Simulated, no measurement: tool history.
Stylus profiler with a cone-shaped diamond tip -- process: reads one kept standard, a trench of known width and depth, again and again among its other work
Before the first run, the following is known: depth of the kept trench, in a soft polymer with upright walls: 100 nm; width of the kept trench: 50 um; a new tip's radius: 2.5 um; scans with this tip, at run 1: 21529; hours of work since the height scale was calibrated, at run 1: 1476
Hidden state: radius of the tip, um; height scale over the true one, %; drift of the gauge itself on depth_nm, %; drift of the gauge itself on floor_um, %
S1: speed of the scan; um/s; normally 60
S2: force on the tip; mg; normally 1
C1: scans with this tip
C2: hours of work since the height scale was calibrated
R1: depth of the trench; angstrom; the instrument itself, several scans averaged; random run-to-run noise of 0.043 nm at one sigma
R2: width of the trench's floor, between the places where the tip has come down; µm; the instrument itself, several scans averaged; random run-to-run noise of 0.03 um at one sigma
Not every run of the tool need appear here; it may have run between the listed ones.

run   hour   S1    S2     C1    C2      R1     R2
  1      0   60     1  21529  1476    1007  47.47
  2   22.7   17     1  21698  1487  1006.9  47.84
  3   45.9   60     1  21870  1499  1006.6  47.43
  4   67.8   60     1  22032  1510  1006.9   47.4
  5   95.3  110     1  22236  1524  1006.6  46.98
  6  106.5   60     1  22319  1530  1006.6  47.42
  7  118.1   60     1  22405  1536  1006.8  47.47
  8  136.4   60     1  22541  1545  1006.7  47.43
  9  155.4   60     1  22682  1555  1006.1  47.44
 10  176.7   60     1  22839  1565  1006.5  47.44
 11    203   60     1  23035  1579  1006.8   47.4
 12  220.5   60  1.08  23164  1588    1006  47.39
 13  243.5   60  2.36  23335  1599  1009.4  47.58
 14  264.1   60  2.36  23488  1610    1010  47.56
 15  288.7   60  2.36  23670  1622  1010.1  47.61
 16  302.5   60  1.09  23773  1629  1006.4  47.39
 17    326   60     1  23947  1641  1006.8  47.39
 18  345.1   60     1  24089  1651  1006.6  47.39
 19  370.5   60     1  24277  1664  1006.2  47.37
 20    393   60     1  24444  1675  1006.5  47.41
 21  408.1   60     1  24556  1683  1006.2  47.35
 22  420.4   36  2.64  24647  1689  1010.8  47.76
 23  433.9   60     1  24748  1696  1007.2  47.44

Expected results for the next run?
 24  458.3  114  0.63  24929  1709   ?   ?

Run 24 came out at R1 1005.1 angstrom, R2 46.5 µm.
On a tool with no hidden condition, and with the same random variation, this run would have come out at R1 1003.1 angstrom, R2 47.17 µm.
